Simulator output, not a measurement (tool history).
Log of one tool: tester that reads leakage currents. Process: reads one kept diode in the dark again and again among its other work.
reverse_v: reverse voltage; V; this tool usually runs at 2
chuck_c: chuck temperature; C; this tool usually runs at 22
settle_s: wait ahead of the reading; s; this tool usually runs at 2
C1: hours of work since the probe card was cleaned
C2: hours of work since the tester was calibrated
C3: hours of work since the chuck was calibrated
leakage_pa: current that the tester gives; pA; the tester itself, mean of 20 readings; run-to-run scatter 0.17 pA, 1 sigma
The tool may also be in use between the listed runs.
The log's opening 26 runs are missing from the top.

Run 27, hour 2361.6: usual settings but reverse_v 1.49 V, chuck_c 36 C, settle_s 3.89 s; C1 843; C2 1726; C3 87. Result: leakage_pa 145.74 pA.
Run 28, hour 2470.3: usual settings but reverse_v 1.49 V, chuck_c 21 C, settle_s 8.96 s; C1 899; C2 1782; C3 143. Result: leakage_pa 46.89 pA.
Run 29, hour 2594.9: usual settings but reverse_v 16.38 V; C1 963; C2 1846; C3 207. Result: leakage_pa 120.5 pA.
Run 30, hour 2687.3: usual settings but reverse_v 8.79 V, chuck_c 32 C, settle_s 6.91 s; C1 1010; C2 1894; C3 254. Result: leakage_pa 200.79 pA.
Run 31, hour 2747.7: usual settings but reverse_v 2.01 V, chuck_c 23 C; C1 1041; C2 1925; C3 285. Result: leakage_pa 61.49 pA.
Run 32, hour 2878.4: usual settings but reverse_v 2.01 V, chuck_c 23 C; C1 1108; C2 1992; C3 352. Result: leakage_pa 61.34 pA.
Run 33, hour 2983.9: usual settings but reverse_v 2.91 V, chuck_c 23 C, settle_s 1.25 s; C1 1162; C2 2046; C3 406. Result: leakage_pa 70.4 pA.
Run 34, hour 3043.5: usual settings but chuck_c 33 C; C1 1193; C2 2076; C3 437. Result: leakage_pa 131.74 pA.
Run 35, hour 3177.7: usual settings but chuck_c 33 C, settle_s 5.85 s; C1 1262; C2 2145; C3 506. Result: leakage_pa 130.63 pA.
Run 36, hour 3316.4: usual settings but chuck_c 33 C, settle_s 5.85 s; C1 1333; C2 2216; C3 577. Result: leakage_pa 132.46 pA.
Run 37, hour 3455.2: usual settings but reverse_v 1.07 V, chuck_c 57 C, settle_s 8.38 s; C1 1404; C2 2288; C3 648. Result: leakage_pa 555.89 pA.
Run 38, hour 3572.4: usual settings but reverse_v 8.07 V, chuck_c 39 C; C1 1465; C2 2348; C3 708. Result: leakage_pa 328.39 pA.
Run 39, hour 3708.2: usual settings but reverse_v 8.07 V, chuck_c 39 C; C1 1534; C2 2418; C3 778. Result: leakage_pa 329.62 pA.
Run 40, hour 3837.8: usual settings but reverse_v 8.07 V, chuck_c 25 C; C1 1601; C2 2484; C3 845. Result: leakage_pa 122.16 pA.

Below are 4 alternative next runs, each starting from the tool's condition after run 40. Predict each:
Run A, hour 3966.5: usual settings but reverse_v 8.97 V, chuck_c 25 C; C1 1667; C2 2550; C3 911. Result: leakage_pa ?.
Run B, hour 3966.5: usual settings but reverse_v 5.73 V, chuck_c 40 C, settle_s 0.56 s; C1 1667; C2 2550; C3 911. Result: leakage_pa ?.
Run C, hour 3966.5: usual settings but reverse_v 1.59 V, chuck_c 25 C, settle_s 6.81 s; C1 1667; C2 2550; C3 911. Result: leakage_pa ?.
Run D, hour 3966.5: usual settings but reverse_v 8.07 V, chuck_c 38 C; C1 1667; C2 2550; C3 911. Result: leakage_pa ?.

run  leakage_pa
  A      126.31
  B      317.14
  C       67.83
  D      309.31
What these runs would have given with no unlogged condition in the tool:
run  leakage_pa
  A      114.48
  B      305.28
  C       64.67
  D      295.11
